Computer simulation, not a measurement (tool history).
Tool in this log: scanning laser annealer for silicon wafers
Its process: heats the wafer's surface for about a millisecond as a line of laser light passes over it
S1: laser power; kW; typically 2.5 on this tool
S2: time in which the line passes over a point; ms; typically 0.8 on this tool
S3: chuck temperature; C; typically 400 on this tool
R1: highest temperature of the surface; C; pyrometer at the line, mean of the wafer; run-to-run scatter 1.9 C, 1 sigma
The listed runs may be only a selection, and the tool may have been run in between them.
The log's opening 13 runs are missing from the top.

{"run": 14, "day": 10.8, "S1": 2.5, "S2": 0.8, "S3": 400, "R1": 1106}
{"run": 15, "day": 11.604, "S1": 2.5, "S2": 0.8, "S3": 400, "R1": 1107}
{"run": 16, "day": 12.462, "S1": 2.5, "S2": 0.8, "S3": 400, "R1": 1111}
{"run": 17, "day": 13.071, "S1": 2.5, "S2": 0.8, "S3": 400, "R1": 1105}
{"run": 18, "day": 13.775, "S1": 2.5, "S2": 0.8, "S3": 400, "R1": 1106}
{"run": 19, "day": 14.717, "S1": 2.5, "S2": 0.8, "S3": 400, "R1": 1107}
{"run": 20, "day": 15.704, "S1": 2.5, "S2": 0.8, "S3": 394, "R1": 1101}
{"run": 21, "day": 16.338, "S1": 2.5, "S2": 0.8, "S3": 394, "R1": 1099}
{"run": 22, "day": 17.483, "S1": 2.381, "S2": 0.776, "S3": 364, "R1": 1012}
{"run": 23, "day": 18.083, "S1": 2.381, "S2": 0.776, "S3": 364, "R1": 1012}
{"run": 24, "day": 18.921, "S1": 2.381, "S2": 0.776, "S3": 364, "R1": 1011}
{"run": 25, "day": 19.7, "S1": 2.601, "S2": 0.786, "S3": 398, "R1": 1129}
{"run": 26, "day": 20.821, "S1": 2.458, "S2": 0.8, "S3": 372, "R1": 1057}

Predict the results of run 27:
{"run": 27, "day": 22.0, "S1": 2.361, "S2": 0.8, "S3": 391, "R1": "?"}

R1: 1039 C
Were there no unlogged condition in the tool, this run, its random variation unchanged, would have produced R1 1065 C.
